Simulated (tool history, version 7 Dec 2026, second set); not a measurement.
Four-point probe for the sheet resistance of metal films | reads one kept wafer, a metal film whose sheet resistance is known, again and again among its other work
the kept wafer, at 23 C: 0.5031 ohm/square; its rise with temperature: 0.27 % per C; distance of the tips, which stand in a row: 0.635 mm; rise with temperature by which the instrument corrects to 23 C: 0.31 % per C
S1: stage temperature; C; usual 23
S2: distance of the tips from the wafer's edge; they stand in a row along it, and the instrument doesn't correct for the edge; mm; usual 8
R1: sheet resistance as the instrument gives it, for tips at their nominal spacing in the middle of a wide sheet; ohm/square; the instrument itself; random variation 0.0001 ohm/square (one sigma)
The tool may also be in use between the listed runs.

run 1 day=0 | S1=23 S2=8 | R1=0.504345
run 2 day=0.996 | S1=23 S2=8 | R1=0.504353
run 3 day=1.771 | S1=23 S2=8 | R1=0.504411
run 4 day=2.679 | S1=23 S2=8 | R1=0.504445
run 5 day=4.192 | S1=23 S2=8 | R1=0.504463
run 6 day=5.275 | S1=23 S2=11 | R1=0.503491
run 7 day=6.838 | S1=23 S2=11 | R1=0.503297
run 8 day=8.167 | S1=23 S2=11 | R1=0.503461
run 9 day=9.629 | S1=23 S2=11 | R1=0.503544
run 10 day=10.967 | S1=23 S2=11 | R1=0.503522
run 11 day=11.896 | S1=23 S2=65 | R1=0.502555
run 12 day=12.779 | S1=23 S2=65 | R1=0.502642
run 13 day=13.617 | S1=23 S2=8 | R1=0.504237
run 14 day=14.942 | S1=23 S2=8 | R1=0.504334
run 15 day=15.746 | S1=23 S2=8 | R1=0.50429
run 16 day=17.4 | S1=27 S2=8 | R1=0.503342
run 17 day=18.438 | S1=27 S2=8 | R1=0.50346
run 18 day=19.938 | S1=21 S2=8 | R1=0.504659
run 19 day=21.617 | S1=21 S2=8 | R1=0.504583
run 20 day=23.208 | S1=21 S2=8 | R1=0.504557
run 21 day=24.196 | S1=21 S2=8 | R1=0.504626
run 22 day=25.7 | S1=21 S2=8 | R1=0.504662
run 23 day=27.171 | S1=21 S2=8 | R1=0.504558
run 24 day=28.025 | S1=20 S2=24 | R1=0.50332
run 25 day=29.371 | S1=27 S2=15 | R1=0.502247
run 26 day=30.921 | S1=26 S2=4 | R1=0.508632
run 27 day=32.158 | S1=23 S2=8 | R1=0.504305
-- day=32.288 stage's thermometer calibrated
run 28 day=33.642 | S1=21 S2=8 | R1=0.504963
run 29 day=34.638 | S1=21 S2=38 | R1=0.503267
run 30 day=36.225 | S1=19 S2=36 | R1=0.503712
run 31 day=37.054 | S1=22 S2=12 | R1=0.503759
run 32 day=38.338 | S1=21 S2=8 | R1=0.504923
-- day=38.875 stage's thermometer calibrated, once more
run 33 day=39.654 | S1=27 S2=27 | R1=0.500863
run 34 day=41.362 | S1=25 S2=8 | R1=0.502792
run 35 day=42.083 | S1=25 S2=11 | R1=0.502018
run 36 day=42.996 | S1=25 S2=11 | R1=0.5019
run 37 day=44.062 | S1=23 S2=8 | R1=0.503127
run 38 day=45.242 | S1=23 S2=7 | R1=0.503611
run 39 day=45.988 | S1=24 S2=31 | R1=0.501317
run 40 day=46.775 | S1=29 S2=13 | R1=0.500938
run 41 day=47.925 | S1=34 S2=3 | R1=0.511005
run 42 day=48.883 | S1=28 S2=8 | R1=0.502148
run 43 day=50.429 | S1=23 S2=7 | R1=0.503697
run 44 day=51.875 | S1=30 S2=4 | R1=0.50679
run 45 day=53.496 | S1=30 S2=4 | R1=0.506632

4 ways to go on from here, each from the tool as it stands after run 45. What would each give?
run A day=55.158 | S1=25 S2=73 | R1=?
run B day=55.158 | S1=22 S2=17 | R1=?
run C day=55.158 | S1=22 S2=15 | R1=?
run D day=55.158 | S1=27 S2=6 | R1=?

run=A R1=0.500916
run=B R1=0.502002
run=C R1=0.502151
run=D R1=0.503638
Without the tool's hidden state the same runs would have given:
run=A R1=0.502637
run=B R1=0.503726
run=C R1=0.503875
run=D R1=0.505368
